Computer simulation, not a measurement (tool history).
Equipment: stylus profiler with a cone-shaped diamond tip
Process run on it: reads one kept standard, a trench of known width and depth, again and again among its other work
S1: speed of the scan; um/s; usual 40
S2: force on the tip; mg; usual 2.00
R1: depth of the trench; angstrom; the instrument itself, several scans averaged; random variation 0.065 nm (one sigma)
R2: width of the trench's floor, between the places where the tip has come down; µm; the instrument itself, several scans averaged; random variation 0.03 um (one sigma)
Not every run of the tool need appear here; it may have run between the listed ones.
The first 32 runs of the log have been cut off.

run	hour	S1	S2	R1	R2
33	2680.2	15	2.00	1008.7	17.85
34	2774.9	15	2.00	1008.8	17.78
# hour 2824.5: height scale calibrated on a step standard
35	2851.9	15	2.00	1006.0	17.79
36	2958.5	40	3.45	1006.9	17.66
37	3065.8	82	2.38	1006.6	17.41
38	3180.4	11	2.00	1005.8	17.77
# hour 3245.9: new tip fitted, height scale calibrated
39	3266.6	52	4.58	1008.7	18.54
40	3380.8	52	4.58	1009.8	18.52
41	3437.9	24	2.00	1005.8	18.51

Below are 5 alternative next runs, each starting from the tool's condition after run 41. Predict each:
A	3532.3	24	5.97	?	?
B	3532.3	19	2.02	?	?
C	3532.3	40	1.98	?	?
D	3532.3	19	3.57	?	?
E	3532.3	48	1.18	?	?

run	R1	R2
A	1012.5	18.55
B	1006.5	18.53
C	1006.3	18.43
D	1008.9	18.56
E	1004.9	18.30
With no hidden state in the tool, these same runs would have given:
run	R1	R2
A	1011.6	18.66
B	1005.6	18.64
C	1005.4	18.54
D	1008.1	18.67
E	1004.1	18.41
